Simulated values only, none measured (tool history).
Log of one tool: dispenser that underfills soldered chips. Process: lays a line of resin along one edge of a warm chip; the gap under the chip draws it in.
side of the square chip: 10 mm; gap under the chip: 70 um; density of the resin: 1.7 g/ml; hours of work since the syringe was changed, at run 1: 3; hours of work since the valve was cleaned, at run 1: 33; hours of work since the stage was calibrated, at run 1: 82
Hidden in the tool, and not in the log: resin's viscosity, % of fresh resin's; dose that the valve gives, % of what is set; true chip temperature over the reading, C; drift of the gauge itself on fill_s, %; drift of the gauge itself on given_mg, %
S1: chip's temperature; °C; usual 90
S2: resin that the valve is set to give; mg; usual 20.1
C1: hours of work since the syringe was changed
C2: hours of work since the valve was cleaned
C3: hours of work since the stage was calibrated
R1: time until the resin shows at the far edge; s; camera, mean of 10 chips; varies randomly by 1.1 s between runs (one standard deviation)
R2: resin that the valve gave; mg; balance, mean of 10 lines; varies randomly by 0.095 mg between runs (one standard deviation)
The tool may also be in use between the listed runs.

run,day,S1,S2,C1,C2,C3,R1,R2
1,0,90,20.1,3,33,82,124.2,19.76
# day 0.296: new syringe of resin
2,0.312,90,20.1,0,38,87,105.9,19.56
# day 0.733: new syringe of resin
3,0.733,90,20.1,0,45,94,104.3,19.42
4,1.012,90,19.8,5,49,98,144.5,19.12
# day 1.188: new syringe of resin
5,1.308,90,19.8,2,54,103,118.9,18.98
# day 1.633: new syringe of resin
6,1.879,90,24.8,4,63,112,136.3,23.69
# day 2.083: new syringe of resin
7,2.425,90,24.8,6,72,121,156.7,23.58
# day 2.546: new syringe of resin
8,2.912,90,24.8,6,79,128,156.6,23.34
# day 2.996: new syringe of resin
# day 3.425: new syringe of resin
9,3.533,90,24.8,2,89,138,117,23.25
# day 3.875: new syringe of resin
10,3.875,99,18.2,0,95,144,81,17.05
11,4.2,95,22.3,5,100,149,130.5,20.69
# day 4.346: new syringe of resin
# day 4.779: new syringe of resin
12,4.779,80,17.6,0,109,158,148.4,16.27
# day 5.212: new syringe of resin
13,5.404,80,20,3,119,168,180.2,18.2
# day 5.471: dispensing valve cleaned and set on the balance
# day 5.708: new syringe of resin
14,5.867,80,20,3,6,175,177.1,20
# day 6.179: new syringe of resin
15,6.312,80,20,2,13,182,172.1,19.62
# day 6.612: new syringe of resin
16,6.612,79,19.9,0,18,187,152.4,19.46
# day 7.054: new syringe of resin
17,7.075,84,20.4,0,25,194,129.9,19.88
# day 7.488: new syringe of resin
18,7.504,82,19.6,0,32,201,141.4,19.13

Each row is a separate what-if for the run after 18, all from the same tool condition, not one after another. Results?
A,7.862,91,18.4,6,38,207,?,?
B,7.862,77,24.3,6,38,207,?,?
C,7.862,92,21.6,6,38,207,?,?
D,7.862,95,20.1,6,38,207,?,?
E,7.862,82,23.7,6,38,207,?,?

run,R1,R2
A,158.8,17.92
B,246.1,23.69
C,151.4,20.98
D,139,19.49
E,209.4,23.04
Stripped of hidden state, with their random variation kept, the same runs would have yielded:
run,R1,R2
A,99.8,18.46
B,154.4,24.4
C,95.2,21.61
D,87.6,20.08
E,131.7,23.74

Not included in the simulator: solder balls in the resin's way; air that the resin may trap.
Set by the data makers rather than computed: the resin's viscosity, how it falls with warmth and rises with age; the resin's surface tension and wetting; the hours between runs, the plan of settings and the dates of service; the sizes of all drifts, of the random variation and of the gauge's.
